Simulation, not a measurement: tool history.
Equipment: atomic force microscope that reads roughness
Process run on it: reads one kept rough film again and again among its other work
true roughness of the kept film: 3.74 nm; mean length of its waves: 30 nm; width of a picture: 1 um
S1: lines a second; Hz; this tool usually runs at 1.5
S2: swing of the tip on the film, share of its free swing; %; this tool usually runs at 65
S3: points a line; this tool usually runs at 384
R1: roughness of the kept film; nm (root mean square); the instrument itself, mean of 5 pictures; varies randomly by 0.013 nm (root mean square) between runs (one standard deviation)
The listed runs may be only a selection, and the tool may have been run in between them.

run 1 hour=0 | S1=1.5 S2=65 S3=384 | R1=2.302
run 2 hour=11.1 | S1=1.5 S2=65 S3=384 | R1=2.253
run 3 hour=21.7 | S1=1.5 S2=65 S3=384 | R1=2.184
run 4 hour=29.3 | S1=1.5 S2=61 S3=384 | R1=2.164
run 5 hour=40.2 | S1=1.5 S2=61 S3=384 | R1=2.11
run 6 hour=50.6 | S1=1.5 S2=65 S3=384 | R1=2.99
run 7 hour=55.7 | S1=1.5 S2=65 S3=384 | R1=2.954
run 8 hour=65.6 | S1=1.5 S2=65 S3=384 | R1=2.85
run 9 hour=73.8 | S1=1.5 S2=65 S3=550 | R1=2.79
run 10 hour=85.9 | S1=1.5 S2=65 S3=550 | R1=2.685
run 11 hour=96.5 | S1=1.5 S2=65 S3=550 | R1=2.578
run 12 hour=102.3 | S1=1.5 S2=77 S3=550 | R1=2.496
run 13 hour=114.3 | S1=1.5 S2=77 S3=550 | R1=2.399
run 14 hour=119.4 | S1=0.59 S2=77 S3=550 | R1=2.47
run 15 hour=126 | S1=0.59 S2=77 S3=550 | R1=2.422
run 16 hour=137.4 | S1=1.5 S2=65 S3=384 | R1=2.336
run 17 hour=146.9 | S1=1.5 S2=65 S3=384 | R1=2.267
run 18 hour=157.6 | S1=1.5 S2=65 S3=384 | R1=2.217
run 19 hour=164.6 | S1=1.5 S2=65 S3=384 | R1=2.182
run 20 hour=169.8 | S1=1.5 S2=65 S3=384 | R1=2.176
run 21 hour=178.7 | S1=1.5 S2=65 S3=384 | R1=2.13
run 22 hour=183.6 | S1=1.5 S2=70 S3=384 | R1=2.057
run 23 hour=189.2 | S1=1.5 S2=65 S3=716 | R1=3.043
run 24 hour=201.8 | S1=1.5 S2=65 S3=384 | R1=2.949
run 25 hour=210.6 | S1=1.5 S2=76 S3=384 | R1=2.78
run 26 hour=219.1 | S1=1.5 S2=76 S3=384 | R1=2.739
run 27 hour=225.1 | S1=1.5 S2=76 S3=384 | R1=2.672
run 28 hour=232.5 | S1=1.47 S2=73 S3=463 | R1=2.649
run 29 hour=239.2 | S1=1.47 S2=73 S3=463 | R1=2.602
run 30 hour=249.3 | S1=1.5 S2=73 S3=665 | R1=2.529
run 31 hour=258.4 | S1=1.5 S2=73 S3=665 | R1=2.451
run 32 hour=266.1 | S1=1.5 S2=73 S3=665 | R1=2.39
run 33 hour=273.6 | S1=1.5 S2=65 S3=312 | R1=2.394
run 34 hour=283.4 | S1=2.48 S2=74 S3=796 | R1=2.214
run 35 hour=294.8 | S1=2.48 S2=74 S3=796 | R1=2.155
run 36 hour=302.4 | S1=2.48 S2=74 S3=796 | R1=2.132
run 37 hour=312.1 | S1=2.48 S2=74 S3=796 | R1=2.077
run 38 hour=317.3 | S1=0.92 S2=71 S3=796 | R1=2.144
run 39 hour=325.3 | S1=3.55 S2=89 S3=658 | R1=1.717
run 40 hour=332.8 | S1=1.05 S2=71 S3=261 | R1=2.997
run 41 hour=341.4 | S1=1.05 S2=60 S3=644 | R1=3.018
run 42 hour=350.7 | S1=1.05 S2=79 S3=644 | R1=2.812
run 43 hour=361.9 | S1=1.05 S2=79 S3=644 | R1=2.73
run 44 hour=373.5 | S1=2.32 S2=65 S3=384 | R1=2.639
run 45 hour=385 | S1=2.17 S2=78 S3=384 | R1=2.461
run 46 hour=393.8 | S1=2.2 S2=71 S3=428 | R1=2.454
run 47 hour=403.1 | S1=2.49 S2=69 S3=615 | R1=2.395
run 48 hour=414.4 | S1=3.08 S2=65 S3=343 | R1=2.305
run 49 hour=421 | S1=1.5 S2=83 S3=384 | R1=2.226
run 50 hour=432 | S1=1.5 S2=83 S3=384 | R1=2.18
run 51 hour=443 | S1=0.8 S2=57 S3=658 | R1=2.297

Withheld: 5 entries from between the runs. Position of each, and hidden state at the listed run before versus the listed run after:
After run 5, before run 6: new tip fitted (hour 42.6)
  radius of the tip, nm: 43.7 -> 12.4
  what was measured, less what the result would be without the hidden state, R1: -0.999 -> -0.098 nm (root mean square)
After run 22, before run 23: new tip fitted (hour 185.8)
  radius of the tip, nm: 43.7 -> 10.9
  what was measured, less what the result would be without the hidden state, R1: -0.972 -> -0.035 nm (root mean square)
After run 23, before run 24: height scale calibrated on a step standard (hour 190.8)
  radius of the tip, nm: 10.9 -> 13.7; height scale over the true one, %: 0.18 -> 0.25
  what was measured, less what the result would be without the hidden state, R1: -0.035 -> -0.144 nm (root mean square)
After run 29, before run 30: height scale calibrated on a step standard, once more (hour 246.9)
  radius of the tip, nm: 22.4 -> 24.6; height scale over the true one, %: 0.26 -> -0.02
  what was measured, less what the result would be without the hidden state, R1: -0.449 -> -0.52 nm (root mean square)
After run 39, before run 40: new tip fitted (hour 332)
  radius of the tip, nm: 43.1 -> 11.2
  what was measured, less what the result would be without the hidden state, R1: -0.8 -> -0.051 nm (root mean square)
